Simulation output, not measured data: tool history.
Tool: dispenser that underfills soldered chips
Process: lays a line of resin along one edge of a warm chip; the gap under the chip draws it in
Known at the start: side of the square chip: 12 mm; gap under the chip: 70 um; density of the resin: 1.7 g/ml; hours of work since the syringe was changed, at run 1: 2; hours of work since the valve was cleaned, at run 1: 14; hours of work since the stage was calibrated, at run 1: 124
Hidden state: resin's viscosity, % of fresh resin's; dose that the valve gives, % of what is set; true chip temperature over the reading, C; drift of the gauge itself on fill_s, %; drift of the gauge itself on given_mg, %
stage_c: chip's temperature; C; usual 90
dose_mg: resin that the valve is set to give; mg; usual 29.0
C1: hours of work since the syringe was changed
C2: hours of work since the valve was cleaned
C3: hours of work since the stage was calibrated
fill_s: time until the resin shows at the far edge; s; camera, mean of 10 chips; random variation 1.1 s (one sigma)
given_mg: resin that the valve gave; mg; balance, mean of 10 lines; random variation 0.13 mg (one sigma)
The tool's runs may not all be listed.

Run 1, hour 0.0: usual settings; C1 2; C2 14; C3 124. Result: fill_s 121.4 s, given_mg 28.62 mg.
Run 2, hour 3.9: usual settings but dose_mg 25.7 mg; C1 5; C2 17; C3 127. Result: fill_s 144.8 s, given_mg 25.24 mg.
Run 3, hour 8.1: usual settings but dose_mg 25.7 mg; C1 8; C2 20; C3 130. Result: fill_s 171.2 s, given_mg 25.23 mg.
At hour 11.6: new syringe of resin.
Run 4, hour 12.3: usual settings but dose_mg 25.7 mg; C1 0; C2 22; C3 132. Result: fill_s 112.1 s, given_mg 25.22 mg.
Run 5, hour 15.2: usual settings; C1 2; C2 24; C3 134. Result: fill_s 122.0 s, given_mg 28.45 mg.
Run 6, hour 18.8: usual settings; C1 5; C2 27; C3 137. Result: fill_s 143.2 s, given_mg 28.20 mg.
Run 7, hour 22.1: usual settings; C1 7; C2 29; C3 139. Result: fill_s 163.2 s, given_mg 28.22 mg.
Run 8, hour 24.6: usual settings; C1 9; C2 31; C3 141. Result: fill_s 180.1 s, given_mg 28.24 mg.
At hour 25.9: new syringe of resin.
Run 9, hour 27.5: usual settings; C1 1; C2 33; C3 143. Result: fill_s 111.3 s, given_mg 28.05 mg.
Run 10, hour 30.5: usual settings but stage_c 81 C; C1 3; C2 35; C3 145. Result: fill_s 178.4 s, given_mg 27.92 mg.
Run 11, hour 33.8: usual settings but stage_c 81 C; C1 5; C2 37; C3 147. Result: fill_s 204.2 s, given_mg 28.05 mg.
Run 12, hour 37.3: usual settings but stage_c 81 C; C1 8; C2 39; C3 149. Result: fill_s 234.4 s, given_mg 28.09 mg.
At hour 40.3: new syringe of resin.
Run 13, hour 41.8: usual settings but stage_c 81 C; C1 1; C2 42; C3 152. Result: fill_s 157.2 s, given_mg 28.20 mg.
Run 14, hour 45.1: usual settings but stage_c 81 C; C1 3; C2 44; C3 155. Result: fill_s 177.9 s, given_mg 27.84 mg.
Run 15, hour 48.4: usual settings but stage_c 101 C, dose_mg 27.4 mg; C1 6; C2 47; C3 157. Result: fill_s 104.1 s, given_mg 26.23 mg.
Run 16, hour 52.4: usual settings but stage_c 81 C, dose_mg 24.8 mg; C1 8; C2 49; C3 160. Result: fill_s 249.3 s, given_mg 23.75 mg.
At hour 54.8: new syringe of resin.
Run 17, hour 57.3: usual settings but stage_c 81 C, dose_mg 24.8 mg; C1 2; C2 53; C3 163. Result: fill_s 164.6 s, given_mg 23.68 mg.
Run 18, hour 59.2: usual settings but stage_c 81 C, dose_mg 24.8 mg; C1 3; C2 54; C3 164. Result: fill_s 177.1 s, given_mg 23.79 mg.
At hour 61.2: dispensing valve cleaned and set on the balance.
Run 19, hour 63.9: usual settings but stage_c 89 C, dose_mg 37.4 mg; C1 6; C2 2; C3 167. Result: fill_s 147.7 s, given_mg 36.96 mg.
Run 20, hour 66.9: usual settings but stage_c 99 C, dose_mg 29.2 mg; C1 8; C2 4; C3 169. Result: fill_s 119.8 s, given_mg 29.15 mg.
Run 21, hour 69.3: usual settings but stage_c 76 C, dose_mg 31.7 mg; C1 9; C2 6; C3 170. Result: fill_s 301.4 s, given_mg 31.59 mg.
At hour 70.2: new syringe of resin.
Run 22, hour 72.3: usual settings but stage_c 88 C, dose_mg 30.8 mg; C1 1; C2 7; C3 172. Result: fill_s 122.5 s, given_mg 30.64 mg.
Run 23, hour 74.9: usual settings but stage_c 85 C, dose_mg 27.8 mg; C1 3; C2 9; C3 174. Result: fill_s 154.4 s, given_mg 27.53 mg.
Run 24, hour 78.6: usual settings but stage_c 85 C, dose_mg 27.8 mg; C1 6; C2 12; C3 176. Result: fill_s 182.6 s, given_mg 27.59 mg.

Forecast each of these 3 alternatives for the next run:
Run A, hour 81.3: usual settings but stage_c 85 C, dose_mg 35.8 mg; C1 8; C2 14; C3 178. Result: fill_s ?, given_mg ?.
Run B, hour 81.3: usual settings but stage_c 93 C, dose_mg 26.8 mg; C1 8; C2 14; C3 178. Result: fill_s ?, given_mg ?.
Run C, hour 81.3: usual settings but stage_c 81 C, dose_mg 27.8 mg; C1 8; C2 14; C3 178. Result: fill_s ?, given_mg ?.

run  fill_s  given_mg
  A   199.8     35.24
  B   149.9     26.33
  C   229.7     27.60
Without the tool's hidden state the same runs would have given:
run  fill_s  given_mg
  A   124.2     35.67
  B    93.1     26.66
  C   142.6     27.93
